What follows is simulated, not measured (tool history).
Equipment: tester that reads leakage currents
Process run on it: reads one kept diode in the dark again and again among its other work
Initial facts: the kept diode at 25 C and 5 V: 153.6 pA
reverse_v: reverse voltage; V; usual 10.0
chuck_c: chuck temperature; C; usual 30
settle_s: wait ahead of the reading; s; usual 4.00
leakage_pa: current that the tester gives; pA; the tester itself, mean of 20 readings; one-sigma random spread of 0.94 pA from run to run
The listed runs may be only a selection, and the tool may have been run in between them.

run	hour	reverse_v	chuck_c	settle_s	leakage_pa
1	0.0	10.0	30	4.00	307.36
2	30.1	10.0	30	2.87	305.96
3	65.7	10.0	30	0.63	309.24
4	117.6	10.0	28	4.00	259.07
5	157.0	10.0	30	0.95	309.47
6	215.7	10.0	30	4.00	306.67
7	254.4	7.4	30	4.00	270.98
8	286.4	7.4	30	4.00	270.45
9	319.1	7.4	30	4.00	270.61
10	346.9	7.4	30	4.00	269.42
11	379.4	10.0	30	4.00	305.84
12	429.3	10.0	30	4.00	303.51
13	465.8	10.0	30	4.00	305.65
14	517.0	10.0	30	4.00	305.08
15	569.4	10.0	30	4.00	305.94
16	595.4	5.4	30	4.00	236.56
17	653.4	10.0	40	4.00	685.05
# hour 660.9: chuck's temperature calibrated
18	712.6	2.8	27	4.00	135.18
19	755.7	1.8	27	1.62	113.45
# hour 767.2: chuck's temperature calibrated, once more
20	802.9	1.7	25	2.62	102.83
21	833.4	1.7	25	2.62	102.93
22	892.9	10.0	57	0.76	2587.35
23	950.3	10.0	57	0.76	2609.17
24	987.3	6.5	55	2.11	1890.95
25	1028.2	13.1	49	4.00	1609.52
26	1080.3	1.1	24	0.85	78.70
27	1135.3	1.1	21	0.85	60.72
28	1194.2	10.0	30	0.84	322.34
29	1229.8	10.0	30	0.84	323.79

Below are 4 alternative next runs, each starting from the tool's condition after run 29. Predict each:
A	1280.3	2.3	28	4.00	?
B	1280.3	1.2	34	0.84	?
C	1280.3	10.6	30	4.00	?
D	1280.3	9.8	38	1.41	?

run	leakage_pa
A	149.11
B	190.40
C	327.96
D	609.60
What these runs would have given with no unlogged condition in the tool:
run	leakage_pa
A	146.74
B	188.59
C	318.80
D	599.51

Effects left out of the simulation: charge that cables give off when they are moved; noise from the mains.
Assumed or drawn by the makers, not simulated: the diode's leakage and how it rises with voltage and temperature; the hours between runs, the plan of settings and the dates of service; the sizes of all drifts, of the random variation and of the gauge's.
